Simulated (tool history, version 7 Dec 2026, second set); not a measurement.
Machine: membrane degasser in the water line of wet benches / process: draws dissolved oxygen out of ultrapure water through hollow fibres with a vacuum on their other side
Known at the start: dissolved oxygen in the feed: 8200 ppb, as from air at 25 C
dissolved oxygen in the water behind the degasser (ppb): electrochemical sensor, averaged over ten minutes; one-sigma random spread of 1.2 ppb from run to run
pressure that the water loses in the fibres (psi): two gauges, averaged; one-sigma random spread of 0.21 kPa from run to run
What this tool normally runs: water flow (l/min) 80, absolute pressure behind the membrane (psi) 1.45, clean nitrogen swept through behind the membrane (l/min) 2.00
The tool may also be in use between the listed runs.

| run | hour | water flow (l/min) | absolute pressure behind the membrane (psi) | clean nitrogen swept through behind the membrane (l/min) | dissolved oxygen in the water behind the degasser (ppb) | pressure that the water loses in the fibres (psi) |
|---|---|---|---|---|---|---|
| 1 | 0.0 | 80 | 1.45 | 2.00 | 530.1 | 7.002 |
| 2 | 282.0 | 71 | 1.45 | 2.00 | 483.8 | 6.228 |
| 3 | 406.9 | 71 | 1.45 | 2.00 | 483.8 | 6.163 |
| 4 | 559.8 | 71 | 1.45 | 2.00 | 485.5 | 6.284 |
|  | 644.3 | seals of the vacuum lines changed |
| 5 | 747.6 | 80 | 1.45 | 2.00 | 532.3 | 7.065 |
| 6 | 1040.0 | 80 | 1.45 | 2.00 | 530.3 | 7.018 |
| 7 | 1184.8 | 80 | 1.45 | 2.00 | 533.2 | 7.108 |
| 8 | 1397.0 | 80 | 2.26 | 2.00 | 916.6 | 7.111 |
| 9 | 1607.1 | 80 | 1.45 | 2.00 | 533.1 | 7.121 |
|  | 1640.0 | vacuum gauge calibrated |
| 10 | 1728.7 | 80 | 1.45 | 2.00 | 517.2 | 7.107 |
| 11 | 1970.6 | 80 | 1.45 | 2.00 | 518.9 | 7.126 |
| 12 | 2151.4 | 80 | 1.45 | 2.00 | 518.7 | 7.049 |
| 13 | 2400.4 | 80 | 1.45 | 2.00 | 520.6 | 7.092 |
| 14 | 2684.5 | 80 | 1.45 | 2.00 | 518.5 | 7.094 |
| 15 | 2833.2 | 75 | 1.45 | 2.00 | 493.0 | 6.691 |
| 16 | 3096.3 | 75 | 1.45 | 2.00 | 493.9 | 6.663 |
| 17 | 3305.5 | 75 | 1.45 | 2.00 | 496.3 | 6.705 |
| 18 | 3500.1 | 60 | 1.45 | 2.00 | 415.5 | 5.333 |
|  | 3667.8 | membrane cartridge changed |
| 19 | 3741.2 | 60 | 1.45 | 2.00 | 414.2 | 5.104 |
| 20 | 4005.8 | 61 | 1.64 | 2.00 | 494.9 | 5.146 |
| 21 | 4207.9 | 61 | 1.64 | 1.40 | 655.9 | 5.162 |
| 22 | 4482.4 | 61 | 2.13 | 2.93 | 507.3 | 5.194 |
| 23 | 4680.0 | 61 | 2.13 | 2.93 | 504.2 | 5.236 |
| 24 | 4881.7 | 57 | 0.94 | 1.08 | 323.9 | 4.915 |
| 25 | 5007.8 | 89 | 2.20 | 0.91 | 1588.0 | 7.545 |
| 26 | 5167.6 | 122 | 1.45 | 2.52 | 609.8 | 10.412 |
| 27 | 5329.4 | 54 | 1.19 | 1.22 | 421.9 | 4.602 |
| 28 | 5512.7 | 121 | 2.81 | 4.61 | 844.7 | 10.393 |
| 29 | 5701.9 | 112 | 2.81 | 4.61 | 793.9 | 9.549 |
|  | 5820.3 | seals of the vacuum lines changed |
| 30 | 5972.3 | 112 | 2.81 | 4.61 | 792.4 | 9.546 |
| 31 | 6199.7 | 62 | 2.71 | 2.07 | 893.1 | 5.366 |
| 32 | 6354.7 | 62 | 0.88 | 2.07 | 186.7 | 5.359 |

Measured minus without-hidden-state, run by run (identical run-to-run variation in each term; gauge scatter may differ):
The hidden state here: membrane still open, %; true pressure behind the membrane over the reading, kPa; air that leaks in behind the membrane, l/min; drift of the gauge itself on oxygen_ppb, %; drift of the gauge itself on loss_of_pressure_kpa, %.
| run | dissolved oxygen in the water behind the degasser (ppb) | pressure that the water loses in the fibres (psi) |
|---|---|---|
| 1 | +11.5 | +0.241 |
| 2 | +11.3 | +0.226 |
| 3 | +11.5 | +0.229 |
| 4 | +11.8 | +0.236 |
| 5 | +12.7 | +0.277 |
| 6 | +13.2 | +0.290 |
| 7 | +13.6 | +0.299 |
| 8 | +12.9 | +0.307 |
| 9 | +14.5 | +0.318 |
| 10 | -1.2 | +0.322 |
| 11 | -0.8 | +0.332 |
| 12 | -0.4 | +0.339 |
| 13 | +0.0 | +0.351 |
| 14 | +0.7 | +0.364 |
| 15 | +0.8 | +0.350 |
| 16 | +1.4 | +0.360 |
| 17 | +1.8 | +0.371 |
| 18 | +2.0 | +0.302 |
| 19 | +2.1 | +0.003 |
| 20 | +2.6 | +0.010 |
| 21 | +2.9 | +0.017 |
| 22 | +3.5 | +0.025 |
| 23 | +3.8 | +0.033 |
| 24 | +4.5 | +0.036 |
| 25 | +0.9 | +0.062 |
| 26 | +5.2 | +0.096 |
| 27 | +5.1 | +0.048 |
| 28 | +5.1 | +0.119 |
| 29 | +5.4 | +0.120 |
| 30 | +4.2 | +0.138 |
| 31 | +4.8 | +0.084 |
| 32 | +5.6 | +0.088 |

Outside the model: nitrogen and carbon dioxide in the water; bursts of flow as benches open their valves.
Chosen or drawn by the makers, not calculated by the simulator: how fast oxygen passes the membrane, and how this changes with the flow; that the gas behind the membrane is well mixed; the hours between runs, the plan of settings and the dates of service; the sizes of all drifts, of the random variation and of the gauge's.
